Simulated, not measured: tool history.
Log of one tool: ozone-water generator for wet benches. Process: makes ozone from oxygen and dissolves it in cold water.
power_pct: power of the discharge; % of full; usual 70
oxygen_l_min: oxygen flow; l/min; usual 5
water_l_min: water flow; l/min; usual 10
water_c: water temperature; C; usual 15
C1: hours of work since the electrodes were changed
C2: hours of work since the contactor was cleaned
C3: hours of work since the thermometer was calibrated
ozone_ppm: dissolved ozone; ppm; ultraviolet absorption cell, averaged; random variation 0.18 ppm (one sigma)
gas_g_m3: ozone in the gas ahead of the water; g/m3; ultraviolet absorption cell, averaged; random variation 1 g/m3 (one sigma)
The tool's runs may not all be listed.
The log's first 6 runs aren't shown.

run 7 day=8.6 | power_pct=70 oxygen_l_min=5 water_l_min=10 water_c=23 | C1=1564 C2=4801 C3=859 | ozone_ppm=18.9 gas_g_m3=167.4
run 8 day=10.742 | power_pct=70 oxygen_l_min=5 water_l_min=10 water_c=23 | C1=1599 C2=4836 C3=894 | ozone_ppm=18.8 gas_g_m3=165.7
run 9 day=12.425 | power_pct=70 oxygen_l_min=5 water_l_min=10 water_c=23 | C1=1627 C2=4864 C3=922 | ozone_ppm=18.6 gas_g_m3=167.2
run 10 day=13.471 | power_pct=70 oxygen_l_min=7.76 water_l_min=10 water_c=15 | C1=1644 C2=4881 C3=939 | ozone_ppm=21.8 gas_g_m3=142.5
run 11 day=15.488 | power_pct=70 oxygen_l_min=5 water_l_min=10 water_c=15 | C1=1678 C2=4915 C3=973 | ozone_ppm=22 gas_g_m3=165.5
run 12 day=17.262 | power_pct=70 oxygen_l_min=5 water_l_min=10 water_c=15 | C1=1707 C2=4944 C3=1002 | ozone_ppm=22.1 gas_g_m3=164.9
run 13 day=19.471 | power_pct=70 oxygen_l_min=5 water_l_min=10 water_c=15 | C1=1743 C2=4981 C3=1039 | ozone_ppm=22 gas_g_m3=165.5
run 14 day=21.121 | power_pct=70 oxygen_l_min=5 water_l_min=10 water_c=15 | C1=1771 C2=5008 C3=1066 | ozone_ppm=21.6 gas_g_m3=166.9
run 15 day=22.496 | power_pct=70 oxygen_l_min=5 water_l_min=10 water_c=15 | C1=1794 C2=5031 C3=1089 | ozone_ppm=21.3 gas_g_m3=166
run 16 day=24.404 | power_pct=52 oxygen_l_min=5 water_l_min=10 water_c=15 | C1=1825 C2=5062 C3=1120 | ozone_ppm=18.4 gas_g_m3=140.1

Forecast run 17:
run 17 day=25.425 | power_pct=70 oxygen_l_min=5 water_l_min=10 water_c=15 | C1=1842 C2=5079 C3=1137 | ozone_ppm=? gas_g_m3=?

ozone_ppm: 22.1 ppm
gas_g_m3: 165.3 g/m3
Without the tool's hidden state the same run would have given ozone_ppm 24.6 ppm, gas_g_m3 175.8 g/m3.
